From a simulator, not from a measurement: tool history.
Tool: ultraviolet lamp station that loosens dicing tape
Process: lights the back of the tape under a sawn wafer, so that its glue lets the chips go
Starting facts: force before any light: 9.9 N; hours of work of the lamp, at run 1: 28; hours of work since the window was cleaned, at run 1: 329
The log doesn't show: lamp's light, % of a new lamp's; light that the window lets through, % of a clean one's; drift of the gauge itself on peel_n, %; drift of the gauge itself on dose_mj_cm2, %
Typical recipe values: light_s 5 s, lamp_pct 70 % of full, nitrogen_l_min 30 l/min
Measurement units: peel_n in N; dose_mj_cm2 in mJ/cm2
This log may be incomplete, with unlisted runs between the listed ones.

run	hour	light_s	lamp_pct	nitrogen_l_min	hours of work of the lamp	hours of work since the window was cleaned	peel_n	dose_mj_cm2
1	0	5	70	30	28	329	0.787	154
2	8.2	5	70	30	34	334	0.84	153
3	18.9	5	70	30	41	341	0.845	155
4	30.9	5	70	30	49	349	0.871	151
5	44.1	5	70	30	58	358	0.839	151
6	53.5	5	80	30	64	364	0.639	170
# hour 58.3: window cleaned of glue's vapour
7	61.1	5	80	30	69	2	0.47	202
8	71	5	70	30	75	8	0.636	177
9	80.3	3	70	30	81	15	1.779	101
10	92.4	5	70	30	90	23	0.656	172
11	103	5	70	30	97	30	0.665	165
12	110.8	5	70	30	102	35	0.684	168
13	120.9	5	70	30	109	42	0.687	167
14	132.7	4	65	22	117	50	1.46	124
15	140.2	3	98	55	122	55	0.765	143
16	152.7	5	70	36	130	63	0.643	168
17	164.4	5	70	36	138	71	0.659	167
18	172.6	2	97	30	143	76	2.176	92
19	184.9	5	70	10	151	85	1.318	162
20	193.7	5	70	10	157	90	1.298	166
21	204.9	5	70	28	165	98	0.747	165
22	215.8	6	71	21	172	105	0.598	199
23	228.5	3	63	30	181	114	2.208	90
24	235.8	3	63	30	185	119	2.371	86
25	247.2	3	63	30	193	126	2.343	85
26	255	5	81	33	198	131	0.544	186

Here are 3 independent what-if runs from the current tool condition. What would each one return?
A	263.6	5	81	26	204	137	?	?
B	263.6	4	91	12	204	137	?	?
C	263.6	6	72	19	204	137	?	?

run	peel_n	dose_mj_cm2
A	0.579	182
B	1.22	163
C	0.642	198
Without the tool's hidden state the same runs would have given:
run	peel_n	dose_mj_cm2
A	0.433	207
B	0.941	186
C	0.483	225
